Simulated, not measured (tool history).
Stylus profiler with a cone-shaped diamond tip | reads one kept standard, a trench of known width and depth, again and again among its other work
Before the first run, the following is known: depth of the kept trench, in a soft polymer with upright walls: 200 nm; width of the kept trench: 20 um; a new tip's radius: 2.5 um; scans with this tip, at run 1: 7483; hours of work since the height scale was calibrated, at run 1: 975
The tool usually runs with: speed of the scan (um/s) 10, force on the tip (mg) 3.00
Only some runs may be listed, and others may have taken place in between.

run	hour	speed of the scan (um/s)	force on the tip (mg)	scans with this tip	hours of work since the height scale was calibrated	depth of the trench (angstrom)	width of the trench's floor (nm)
1	0.0	10	3.00	7483	975	2031.4	17510
2	94.3	10	3.00	7827	1020	2030.5	17510
3	198.1	10	3.00	8204	1069	2030.6	17440
# hour 218.2: height scale calibrated on a step standard
4	326.7	10	3.00	8670	51	2038.6	17450
5	399.1	10	3.00	8933	86	2039.5	17450
6	507.2	7	3.00	9327	137	2038.3	17390
7	586.2	10	8.91	9614	174	2080.9	17410
8	652.8	10	8.91	9856	206	2082.0	17390
9	781.9	27	7.04	10326	267	2067.7	17310
10	903.8	6	1.10	10769	325	2018.6	17320
11	985.4	12	3.60	11066	364	2041.0	17350
12	1109.7	12	6.17	11519	423	2060.4	17310
13	1202.0	7	3.73	11855	466	2042.9	17310
14	1334.0	7	3.73	12335	529	2041.4	17300

Branching from run 14: 4 alternative next runs. What would each branch give?
A	1442.2	14	1.56	12728	580	?	?
B	1442.2	19	2.79	12728	580	?	?
C	1442.2	10	3.95	12728	580	?	?
D	1442.2	6	4.70	12728	580	?	?

run	depth of the trench (angstrom)	width of the trench's floor (nm)
A	2020.4	17190
B	2033.4	17230
C	2041.6	17190
D	2049.4	17300
The same runs, with their run-to-run variation unchanged, on a tool lacking any hidden condition would have given:
run	depth of the trench (angstrom)	width of the trench's floor (nm)
A	2025.3	17970
B	2038.3	18000
C	2046.6	17960
D	2054.4	18070
